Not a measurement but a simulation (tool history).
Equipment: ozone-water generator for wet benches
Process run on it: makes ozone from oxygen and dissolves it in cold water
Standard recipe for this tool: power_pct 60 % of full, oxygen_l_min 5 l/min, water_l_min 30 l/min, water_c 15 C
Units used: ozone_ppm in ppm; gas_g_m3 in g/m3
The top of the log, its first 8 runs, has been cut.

run,day,power_pct,oxygen_l_min,water_l_min,water_c,hours of work since the electrodes were changed,hours of work since the contactor was cleaned,hours of work since the thermometer was calibrated,ozone_ppm,gas_g_m3
9,9.825,60,5,30,15,1012,1725,3341,15.4,206.9
10,10.708,60,5,30,15,1032,1745,3361,15.3,205.2
11,12.204,60,5,30,15,1066,1779,3395,15.2,204.9
12,13.642,60,3.14,30,15,1098,1811,3427,14.9,274.1
13,14.321,60,5,30,15,1113,1826,3442,15.5,204
14,15.771,60,5,30,15,1146,1859,3475,15.1,206.8
15,16.429,60,5,30,15,1161,1874,3490,15.3,203.5
16,17.521,60,5,30,15,1186,1899,3515,15.2,205.5
17,18.279,60,5,30,21,1203,1916,3532,14.4,203.3
18,18.933,90,2.84,31,15,1217,1930,3547,17.1,360.4
19,19.679,90,2.84,31,15,1234,1947,3563,17.3,362.9
20,20.421,49,8.84,38,15,1251,1964,3580,10.5,127.8
21,21.779,46,8.84,40,10,1282,1995,3611,10.3,121.8
# day 21.875: water thermometer calibrated
22,22.95,82,5,30,13,1307,2020,24,18.3,239.8
23,24.117,92,5,39,7,1334,2047,51,15.1,253.4
# day 24.425: water thermometer calibrated, once more
24,25.654,60,4.81,30,15,1368,2081,28,15.1,209.3
25,27.067,60,5,46,8,1400,2113,60,9.7,201.8

Run 26 comes next. What will it give?
26,28.004,50,6.17,39,8,1421,2134,81,?,?

ozone_ppm: 11 ppm
gas_g_m3: 160.9 g/m3
On a tool with no hidden condition, and with the same random variation, this run would have come out at ozone_ppm 12.3 ppm, gas_g_m3 168.8 g/m3.

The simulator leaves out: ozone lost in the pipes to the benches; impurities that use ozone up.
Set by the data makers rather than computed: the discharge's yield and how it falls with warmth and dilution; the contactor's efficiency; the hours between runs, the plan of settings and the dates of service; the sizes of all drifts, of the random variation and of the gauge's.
